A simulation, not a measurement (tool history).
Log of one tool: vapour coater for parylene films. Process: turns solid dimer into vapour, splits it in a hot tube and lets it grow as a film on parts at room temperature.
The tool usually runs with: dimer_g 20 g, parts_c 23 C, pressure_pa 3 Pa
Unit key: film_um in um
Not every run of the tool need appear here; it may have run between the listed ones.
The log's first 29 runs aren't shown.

run 30 day=37.621 | dimer_g=18 parts_c=28 pressure_pa=3.81 | film_um=1.91
-- day=38.179 trap's valve overhauled
run 31 day=39.367 | dimer_g=9 parts_c=28 pressure_pa=3.81 | film_um=1.1
-- day=40.138 table's thermometer calibrated, once more
run 32 day=40.275 | dimer_g=13 parts_c=15 pressure_pa=3 | film_um=3.01
run 33 day=41.683 | dimer_g=12 parts_c=25 pressure_pa=5.99 | film_um=1.66
run 34 day=43.467 | dimer_g=12 parts_c=25 pressure_pa=5.99 | film_um=1.61
run 35 day=45.092 | dimer_g=12 parts_c=25 pressure_pa=5.99 | film_um=1.6
run 36 day=46.671 | dimer_g=9 parts_c=32 pressure_pa=3.9 | film_um=0.82
run 37 day=47.921 | dimer_g=27 parts_c=17 pressure_pa=4.33 | film_um=5.19
run 38 day=49.45 | dimer_g=27 parts_c=17 pressure_pa=7.17 | film_um=5.01
run 39 day=51.058 | dimer_g=27 parts_c=17 pressure_pa=7.17 | film_um=5.01
-- day=52.733 trap's valve overhauled
run 40 day=53.121 | dimer_g=20 parts_c=16 pressure_pa=9.27 | film_um=4.19

Estimate the outcome of run 41 from the log above:
run 41 day=54.483 | dimer_g=8 parts_c=32 pressure_pa=2.45 | film_um=?

Run 41 measured film_um 0.85 um.
Without the tool's hidden state the same run would have given film_um 0.88 um.

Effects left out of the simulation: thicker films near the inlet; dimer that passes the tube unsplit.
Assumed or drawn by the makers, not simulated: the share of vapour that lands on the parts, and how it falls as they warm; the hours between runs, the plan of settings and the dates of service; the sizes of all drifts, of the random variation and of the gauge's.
